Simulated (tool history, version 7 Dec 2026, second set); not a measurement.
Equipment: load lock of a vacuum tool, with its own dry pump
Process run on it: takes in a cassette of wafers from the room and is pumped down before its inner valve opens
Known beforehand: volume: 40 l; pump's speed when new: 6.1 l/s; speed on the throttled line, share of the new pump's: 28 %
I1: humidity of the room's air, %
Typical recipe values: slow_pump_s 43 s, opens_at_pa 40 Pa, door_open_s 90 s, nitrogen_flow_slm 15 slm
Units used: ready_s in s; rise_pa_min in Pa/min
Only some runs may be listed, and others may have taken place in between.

run 1 hour=0 | slow_pump_s=43 opens_at_pa=40 door_open_s=90 nitrogen_flow_slm=15 | I1=45.1 | ready_s=81.3 rise_pa_min=0.239
run 2 hour=92.8 | slow_pump_s=43 opens_at_pa=44 door_open_s=90 nitrogen_flow_slm=15 | I1=43.2 | ready_s=83 rise_pa_min=0.239
run 3 hour=177.7 | slow_pump_s=43 opens_at_pa=44 door_open_s=90 nitrogen_flow_slm=15 | I1=46.3 | ready_s=82.8 rise_pa_min=0.25
run 4 hour=271.9 | slow_pump_s=43 opens_at_pa=44 door_open_s=90 nitrogen_flow_slm=15 | I1=46 | ready_s=81.6 rise_pa_min=0.242
run 5 hour=330.1 | slow_pump_s=43 opens_at_pa=44 door_open_s=90 nitrogen_flow_slm=15 | I1=47 | ready_s=82.3 rise_pa_min=0.255
run 6 hour=394.8 | slow_pump_s=43 opens_at_pa=40 door_open_s=90 nitrogen_flow_slm=14 | I1=46.1 | ready_s=82.2 rise_pa_min=0.253
run 7 hour=488.4 | slow_pump_s=43 opens_at_pa=40 door_open_s=90 nitrogen_flow_slm=14 | I1=45.6 | ready_s=82.6 rise_pa_min=0.258
run 8 hour=560.8 | slow_pump_s=43 opens_at_pa=40 door_open_s=90 nitrogen_flow_slm=14 | I1=47.3 | ready_s=82.3 rise_pa_min=0.256
run 9 hour=651.6 | slow_pump_s=43 opens_at_pa=40 door_open_s=90 nitrogen_flow_slm=14 | I1=45 | ready_s=83.3 rise_pa_min=0.266
run 10 hour=737.9 | slow_pump_s=43 opens_at_pa=40 door_open_s=90 nitrogen_flow_slm=14 | I1=46.3 | ready_s=82 rise_pa_min=0.264
run 11 hour=819 | slow_pump_s=43 opens_at_pa=40 door_open_s=90 nitrogen_flow_slm=28 | I1=47.1 | ready_s=81.7 rise_pa_min=0.249
run 12 hour=909 | slow_pump_s=43 opens_at_pa=40 door_open_s=40 nitrogen_flow_slm=28 | I1=43.5 | ready_s=83.1 rise_pa_min=0.252
run 13 hour=1005.7 | slow_pump_s=43 opens_at_pa=40 door_open_s=90 nitrogen_flow_slm=15 | I1=44.7 | ready_s=83.2 rise_pa_min=0.273
run 14 hour=1115.2 | slow_pump_s=43 opens_at_pa=40 door_open_s=90 nitrogen_flow_slm=15 | I1=45.9 | ready_s=83.3 rise_pa_min=0.273
run 15 hour=1181.2 | slow_pump_s=43 opens_at_pa=40 door_open_s=90 nitrogen_flow_slm=15 | I1=45.8 | ready_s=82.5 rise_pa_min=0.279
run 16 hour=1278.5 | slow_pump_s=43 opens_at_pa=40 door_open_s=90 nitrogen_flow_slm=15 | I1=45.2 | ready_s=82.9 rise_pa_min=0.284
run 17 hour=1353.8 | slow_pump_s=47 opens_at_pa=40 door_open_s=90 nitrogen_flow_slm=6 | I1=45 | ready_s=86.2 rise_pa_min=0.298
run 18 hour=1461.5 | slow_pump_s=57 opens_at_pa=47 door_open_s=119 nitrogen_flow_slm=9 | I1=46.2 | ready_s=90.6 rise_pa_min=0.293
run 19 hour=1569.7 | slow_pump_s=45 opens_at_pa=47 door_open_s=119 nitrogen_flow_slm=9 | I1=41.1 | ready_s=83.6 rise_pa_min=0.301
run 20 hour=1624.6 | slow_pump_s=35 opens_at_pa=40 door_open_s=90 nitrogen_flow_slm=15 | I1=47.1 | ready_s=77.6 rise_pa_min=0.293
run 21 hour=1701.3 | slow_pump_s=43 opens_at_pa=40 door_open_s=70 nitrogen_flow_slm=29 | I1=48 | ready_s=84 rise_pa_min=0.282
run 22 hour=1801.8 | slow_pump_s=33 opens_at_pa=40 door_open_s=153 nitrogen_flow_slm=21 | I1=42.8 | ready_s=75.2 rise_pa_min=0.302
run 23 hour=1877 | slow_pump_s=33 opens_at_pa=40 door_open_s=153 nitrogen_flow_slm=21 | I1=43.1 | ready_s=75.8 rise_pa_min=0.308
run 24 hour=1942.2 | slow_pump_s=43 opens_at_pa=40 door_open_s=103 nitrogen_flow_slm=28 | I1=41.4 | ready_s=82.2 rise_pa_min=0.296
run 25 hour=2052.2 | slow_pump_s=86 opens_at_pa=37 door_open_s=103 nitrogen_flow_slm=8 | I1=42.4 | ready_s=114 rise_pa_min=0.312
run 26 hour=2130.3 | slow_pump_s=66 opens_at_pa=46 door_open_s=227 nitrogen_flow_slm=5 | I1=44.9 | ready_s=99.2 rise_pa_min=0.346
run 27 hour=2245.6 | slow_pump_s=66 opens_at_pa=46 door_open_s=227 nitrogen_flow_slm=5 | I1=45.5 | ready_s=98.2 rise_pa_min=0.34
run 28 hour=2300.8 | slow_pump_s=35 opens_at_pa=40 door_open_s=31 nitrogen_flow_slm=15 | I1=42.8 | ready_s=78.1 rise_pa_min=0.307
run 29 hour=2354.1 | slow_pump_s=35 opens_at_pa=40 door_open_s=31 nitrogen_flow_slm=15 | I1=44.6 | ready_s=77.7 rise_pa_min=0.31
run 30 hour=2444.1 | slow_pump_s=41 opens_at_pa=31 door_open_s=90 nitrogen_flow_slm=45 | I1=45.9 | ready_s=83.7 rise_pa_min=0.308
run 31 hour=2550.3 | slow_pump_s=27 opens_at_pa=40 door_open_s=129 nitrogen_flow_slm=5 | I1=45.2 | ready_s=72.1 rise_pa_min=0.34
run 32 hour=2619 | slow_pump_s=43 opens_at_pa=40 door_open_s=90 nitrogen_flow_slm=15 | I1=40.5 | ready_s=82.8 rise_pa_min=0.325

The logged runs with the hidden state left out (each run's random variation unchanged):
Hidden state at play: pump's speed, % of a new pump's; leak at the door's seal, Pa l/s; drift of the gauge itself on ready_s, %; drift of the gauge itself on rise_pa_min, %.
run=1 ready_s=81.6 rise_pa_min=0.044
run=2 ready_s=83.3 rise_pa_min=0.042
run=3 ready_s=83.1 rise_pa_min=0.049
run=4 ready_s=81.9 rise_pa_min=0.041
run=5 ready_s=82.5 rise_pa_min=0.048
run=6 ready_s=82.4 rise_pa_min=0.047
run=7 ready_s=82.8 rise_pa_min=0.046
run=8 ready_s=82.5 rise_pa_min=0.043
run=9 ready_s=83.4 rise_pa_min=0.048
run=10 ready_s=82.1 rise_pa_min=0.045
run=11 ready_s=81.7 rise_pa_min=0.033
run=12 ready_s=83.1 rise_pa_min=0.028
run=13 ready_s=83.1 rise_pa_min=0.046
run=14 ready_s=83.3 rise_pa_min=0.042
run=15 ready_s=82.4 rise_pa_min=0.046
run=16 ready_s=82.7 rise_pa_min=0.044
run=17 ready_s=86.1 rise_pa_min=0.058
run=18 ready_s=90.3 rise_pa_min=0.053
run=19 ready_s=83.3 rise_pa_min=0.05
run=20 ready_s=77.3 rise_pa_min=0.044
run=21 ready_s=83.7 rise_pa_min=0.03
run=22 ready_s=74.8 rise_pa_min=0.045
run=23 ready_s=75.4 rise_pa_min=0.049
run=24 ready_s=81.8 rise_pa_min=0.038
run=25 ready_s=113.7 rise_pa_min=0.05
run=26 ready_s=98.8 rise_pa_min=0.079
run=27 ready_s=97.8 rise_pa_min=0.071
run=28 ready_s=77.5 rise_pa_min=0.031
run=29 ready_s=77.1 rise_pa_min=0.029
run=30 ready_s=83 rise_pa_min=0.029
run=31 ready_s=71.3 rise_pa_min=0.059
run=32 ready_s=82.2 rise_pa_min=0.039

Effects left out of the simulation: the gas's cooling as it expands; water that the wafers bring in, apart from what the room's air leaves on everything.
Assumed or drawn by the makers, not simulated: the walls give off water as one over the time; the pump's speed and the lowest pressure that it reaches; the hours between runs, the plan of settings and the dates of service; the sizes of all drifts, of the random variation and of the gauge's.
